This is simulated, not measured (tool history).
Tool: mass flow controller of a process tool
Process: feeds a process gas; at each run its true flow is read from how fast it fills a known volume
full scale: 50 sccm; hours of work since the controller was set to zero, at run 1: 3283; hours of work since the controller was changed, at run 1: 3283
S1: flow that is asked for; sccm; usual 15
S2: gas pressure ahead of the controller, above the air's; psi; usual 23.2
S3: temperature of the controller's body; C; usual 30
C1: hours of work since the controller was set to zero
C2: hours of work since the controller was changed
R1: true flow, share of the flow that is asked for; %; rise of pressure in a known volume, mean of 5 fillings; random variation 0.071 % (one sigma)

run,hour,S1,S2,S3,C1,C2,R1
1,0,15,23.2,30,3283,3283,97.14
2,408.8,15,23.2,24,3595,3595,97.37
3,799.2,13,23.2,24,3893,3893,96.69
4,1117,13,23.2,32,4135,4135,96.01
5,1340.7,13,23.2,32,4306,4306,95.71
# hour 1375.8: controller's zero set anew
6,1686.1,15,23.2,30,237,4569,94.22
7,2070.6,15,23.2,30,530,4862,94.22
8,2302.6,15,23.2,30,707,5039,93.76
9,2717.9,15,23.2,30,1024,5356,93.77
10,3060,15,23.2,36,1285,5617,92.91
# hour 3102: controller's zero set anew, once more
11,3489.1,11,27.3,24,295,5944,98.16
12,3803.7,19,23.2,28,535,6184,97.98
13,4234.8,19,23.2,28,864,6513,97.86
14,4473.1,22,31.8,28,1046,6695,97.41
15,4873.6,22,31.8,28,1351,7000,97.17
16,5265.6,24,30.9,23,1650,7299,97.55
17,5690.9,24,30.9,23,1975,7624,97.28
18,5881.1,24,30.9,23,2120,7769,97.34
19,6177.1,24,30.9,28,2346,7995,96.89
20,6597.6,24,30.9,28,2667,8315,96.58

Forecast each of these 5 alternatives for the next run:
A,7053.3,15,23.2,21,3014,8663,?
B,7053.3,39,30.9,28,3014,8663,?
C,7053.3,36,39.6,28,3014,8663,?
D,7053.3,32,37.6,33,3014,8663,?
E,7053.3,15,23.2,23,3014,8663,?

run,R1
A,96.39
B,96.75
C,96.5
D,96.02
E,96.32
Without the tool's hidden state the same runs would have given:
run,R1
A,100.34
B,99.5
C,99.32
D,98.94
E,100.27
